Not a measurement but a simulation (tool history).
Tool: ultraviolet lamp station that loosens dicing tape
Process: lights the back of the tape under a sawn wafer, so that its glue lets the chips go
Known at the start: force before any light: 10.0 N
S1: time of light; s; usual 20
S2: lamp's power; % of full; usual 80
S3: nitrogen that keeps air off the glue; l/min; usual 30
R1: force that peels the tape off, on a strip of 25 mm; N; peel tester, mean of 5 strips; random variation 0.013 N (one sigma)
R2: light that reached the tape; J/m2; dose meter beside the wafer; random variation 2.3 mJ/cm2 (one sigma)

| run | day | S1 | S2 | S3 | R1 | R2 |
|---|---|---|---|---|---|---|
| 1 | 0.000 | 20 | 80 | 30 | 0.677 | 1990 |
| 2 | 0.446 | 34 | 80 | 30 | 0.286 | 3390 |
| 3 | 1.296 | 20 | 80 | 30 | 0.692 | 1970 |
| 4 | 1.858 | 20 | 80 | 30 | 0.673 | 1940 |
| 5 | 2.279 | 20 | 80 | 30 | 0.719 | 1960 |
| 6 | 2.733 | 20 | 80 | 30 | 0.713 | 1960 |
| 7 | 3.262 | 20 | 80 | 30 | 0.732 | 1910 |
| 8 | 3.679 | 20 | 80 | 30 | 0.728 | 1940 |
| 9 | 4.625 | 20 | 80 | 30 | 0.742 | 1890 |
| 10 | 5.075 | 20 | 65 | 30 | 1.129 | 1580 |
| 11 | 5.838 | 20 | 65 | 30 | 1.106 | 1530 |
| 12 | 6.671 | 20 | 65 | 30 | 1.140 | 1540 |
|  | 6.783 | window cleaned of glue's vapour |
| 13 | 7.558 | 20 | 65 | 30 | 1.198 | 1490 |
| 14 | 8.221 | 28 | 80 | 30 | 0.422 | 2540 |
| 15 | 9.133 | 28 | 80 | 30 | 0.447 | 2470 |
| 16 | 9.650 | 20 | 80 | 30 | 0.833 | 1790 |
| 17 | 10.417 | 20 | 80 | 30 | 0.872 | 1810 |
| 18 | 11.350 | 20 | 80 | 30 | 0.901 | 1800 |
|  | 11.588 | window cleaned of glue's vapour, once more |
| 19 | 12.308 | 20 | 80 | 30 | 0.652 | 2020 |
| 20 | 12.854 | 20 | 98 | 30 | 0.446 | 2490 |
| 21 | 13.758 | 20 | 98 | 30 | 0.464 | 2490 |
| 22 | 14.454 | 31 | 72 | 12 | 0.777 | 2790 |
| 23 | 15.358 | 20 | 69 | 21 | 1.217 | 1710 |
| 24 | 15.958 | 37 | 95 | 10 | 0.386 | 4340 |
| 25 | 16.892 | 37 | 80 | 30 | 0.269 | 3640 |
| 26 | 17.717 | 36 | 83 | 14 | 0.409 | 3710 |
| 27 | 18.433 | 36 | 83 | 14 | 0.418 | 3670 |
| 28 | 19.379 | 36 | 83 | 14 | 0.405 | 3590 |
| 29 | 19.975 | 21 | 62 | 10 | 2.368 | 1580 |
| 30 | 20.396 | 13 | 62 | 30 | 2.448 | 970 |
| 31 | 21.367 | 26 | 62 | 30 | 0.762 | 1900 |
| 32 | 21.958 | 26 | 62 | 30 | 0.739 | 1940 |
| 33 | 22.746 | 26 | 69 | 11 | 1.412 | 2100 |
| 34 | 23.354 | 26 | 69 | 11 | 1.431 | 2120 |
| 35 | 24.279 | 26 | 69 | 11 | 1.387 | 2080 |
| 36 | 24.875 | 26 | 69 | 11 | 1.432 | 2130 |
| 37 | 25.367 | 26 | 69 | 11 | 1.492 | 2130 |
| 38 | 26.354 | 21 | 66 | 23 | 1.295 | 1580 |
| 39 | 26.858 | 20 | 65 | 26 | 1.336 | 1490 |
| 40 | 27.788 | 24 | 96 | 12 | 0.814 | 2630 |
| 41 | 28.562 | 12 | 61 | 15 | 4.140 | 830 |
| 42 | 29.038 | 20 | 78 | 30 | 0.865 | 1740 |

4 ways to go on from here, each from the tool as it stands after run 42. What would each give?
| A | 29.492 | 20 | 87 | 9 | ? | ? |
| B | 29.492 | 20 | 80 | 20 | ? | ? |
| C | 29.492 | 25 | 61 | 15 | ? | ? |
| D | 29.492 | 11 | 82 | 30 | ? | ? |

| run | R1 | R2 |
|---|---|---|
| A | 1.812 | 1980 |
| B | 1.201 | 1840 |
| C | 1.583 | 1680 |
| D | 2.228 | 1020 |
Without the tool's hidden state the same runs would have given:
| run | R1 | R2 |
|---|---|---|
| A | 1.337 | 2380 |
| B | 0.844 | 2200 |
| C | 1.146 | 2020 |
| D | 1.694 | 1220 |
